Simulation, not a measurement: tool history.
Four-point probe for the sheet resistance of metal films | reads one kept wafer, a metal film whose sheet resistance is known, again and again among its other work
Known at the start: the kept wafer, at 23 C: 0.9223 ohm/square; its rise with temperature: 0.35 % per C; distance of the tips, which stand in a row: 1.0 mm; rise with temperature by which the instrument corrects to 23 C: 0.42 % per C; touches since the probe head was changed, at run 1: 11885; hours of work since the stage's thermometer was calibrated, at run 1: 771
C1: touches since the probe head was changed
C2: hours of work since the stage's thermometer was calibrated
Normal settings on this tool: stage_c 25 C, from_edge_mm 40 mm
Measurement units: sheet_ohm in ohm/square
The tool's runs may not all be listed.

{"run": 1, "day": 0.0, "stage_c": 25, "from_edge_mm": 40, "C1": 11885, "C2": 771, "sheet_ohm": 0.918224}
{"run": 2, "day": 0.771, "stage_c": 25, "from_edge_mm": 40, "C1": 12422, "C2": 779, "sheet_ohm": 0.918568}
{"run": 3, "day": 1.417, "stage_c": 25, "from_edge_mm": 32, "C1": 12868, "C2": 786, "sheet_ohm": 0.918712}
{"run": 4, "day": 1.908, "stage_c": 25, "from_edge_mm": 32, "C1": 13210, "C2": 791, "sheet_ohm": 0.918394}
{"run": 5, "day": 2.65, "stage_c": 25, "from_edge_mm": 32, "C1": 13726, "C2": 798, "sheet_ohm": 0.918577}
{"run": 6, "day": 3.354, "stage_c": 23, "from_edge_mm": 40, "C1": 14216, "C2": 806, "sheet_ohm": 0.919718}
{"run": 7, "day": 4.108, "stage_c": 23, "from_edge_mm": 40, "C1": 14739, "C2": 813, "sheet_ohm": 0.919906}
{"run": 8, "day": 4.896, "stage_c": 25, "from_edge_mm": 40, "C1": 15287, "C2": 821, "sheet_ohm": 0.918491}
{"run": 9, "day": 5.404, "stage_c": 33, "from_edge_mm": 40, "C1": 15639, "C2": 826, "sheet_ohm": 0.913903}
{"run": 10, "day": 6.321, "stage_c": 33, "from_edge_mm": 35, "C1": 16278, "C2": 836, "sheet_ohm": 0.914368}
{"run": 11, "day": 7.183, "stage_c": 33, "from_edge_mm": 35, "C1": 16875, "C2": 845, "sheet_ohm": 0.91423}
{"run": 12, "day": 8.104, "stage_c": 25, "from_edge_mm": 11, "C1": 17516, "C2": 854, "sheet_ohm": 0.922432}
{"run": 13, "day": 8.95, "stage_c": 25, "from_edge_mm": 11, "C1": 18104, "C2": 863, "sheet_ohm": 0.922745}
{"run": 14, "day": 9.538, "stage_c": 25, "from_edge_mm": 11, "C1": 18512, "C2": 869, "sheet_ohm": 0.922558}
{"run": 15, "day": 10.079, "stage_c": 25, "from_edge_mm": 11, "C1": 18887, "C2": 874, "sheet_ohm": 0.922676}
{"run": 16, "day": 10.696, "stage_c": 19, "from_edge_mm": 40, "C1": 19315, "C2": 881, "sheet_ohm": 0.922463}
{"run": 17, "day": 11.554, "stage_c": 19, "from_edge_mm": 40, "C1": 19913, "C2": 889, "sheet_ohm": 0.922731}
{"run": 18, "day": 12.254, "stage_c": 30, "from_edge_mm": 6, "C1": 20398, "C2": 896, "sheet_ohm": 0.929452}
{"run": 19, "day": 13.096, "stage_c": 35, "from_edge_mm": 23, "C1": 20982, "C2": 905, "sheet_ohm": 0.914186}
{"run": 20, "day": 13.988, "stage_c": 31, "from_edge_mm": 4, "C1": 21603, "C2": 914, "sheet_ohm": 0.945466}
{"run": 21, "day": 14.638, "stage_c": 26, "from_edge_mm": 22, "C1": 22054, "C2": 921, "sheet_ohm": 0.919397}
{"run": 22, "day": 15.108, "stage_c": 26, "from_edge_mm": 22, "C1": 22382, "C2": 926, "sheet_ohm": 0.919035}
{"day": 15.221, "done": "stage's thermometer calibrated"}
{"run": 23, "day": 15.983, "stage_c": 33, "from_edge_mm": 7, "C1": 22974, "C2": 8, "sheet_ohm": 0.925446}
{"run": 24, "day": 16.479, "stage_c": 33, "from_edge_mm": 7, "C1": 23320, "C2": 13, "sheet_ohm": 0.925175}
{"run": 25, "day": 17.404, "stage_c": 33, "from_edge_mm": 7, "C1": 23961, "C2": 22, "sheet_ohm": 0.925244}
{"run": 26, "day": 18.304, "stage_c": 33, "from_edge_mm": 40, "C1": 24586, "C2": 31, "sheet_ohm": 0.91579}
{"run": 27, "day": 19.267, "stage_c": 23, "from_edge_mm": 17, "C1": 25257, "C2": 41, "sheet_ohm": 0.923056}
{"run": 28, "day": 19.717, "stage_c": 23, "from_edge_mm": 17, "C1": 25569, "C2": 46, "sheet_ohm": 0.922616}
{"run": 29, "day": 20.696, "stage_c": 25, "from_edge_mm": 28, "C1": 26249, "C2": 56, "sheet_ohm": 0.920691}
{"day": 21.062, "done": "stage's thermometer calibrated, once more"}
{"run": 30, "day": 21.458, "stage_c": 25, "from_edge_mm": 3, "C1": 26765, "C2": 4, "sheet_ohm": 0.970022}
{"run": 31, "day": 22.425, "stage_c": 30, "from_edge_mm": 69, "C1": 27435, "C2": 14, "sheet_ohm": 0.915804}
{"run": 32, "day": 23.092, "stage_c": 30, "from_edge_mm": 69, "C1": 27899, "C2": 21, "sheet_ohm": 0.915874}
{"run": 33, "day": 24.104, "stage_c": 30, "from_edge_mm": 69, "C1": 28602, "C2": 31, "sheet_ohm": 0.915811}
{"run": 34, "day": 24.988, "stage_c": 22, "from_edge_mm": 9, "C1": 29216, "C2": 40, "sheet_ohm": 0.926436}

Branching from run 34: 3 alternative next runs. What would each branch give?
{"run": "A", "day": 25.475, "stage_c": 28, "from_edge_mm": 54, "C1": 29555, "C2": 45, "sheet_ohm": "?"}
{"run": "B", "day": 25.475, "stage_c": 33, "from_edge_mm": 40, "C1": 29555, "C2": 45, "sheet_ohm": "?"}
{"run": "C", "day": 25.475, "stage_c": 21, "from_edge_mm": 15, "C1": 29555, "C2": 45, "sheet_ohm": "?"}

run=A sheet_ohm=0.917107
run=B sheet_ohm=0.914281
run=C sheet_ohm=0.923195
The same runs, with their run-to-run variation unchanged, on a tool lacking any hidden condition would have given:
run=A sheet_ohm=0.919677
run=B sheet_ohm=0.916845
run=C sheet_ohm=0.925781
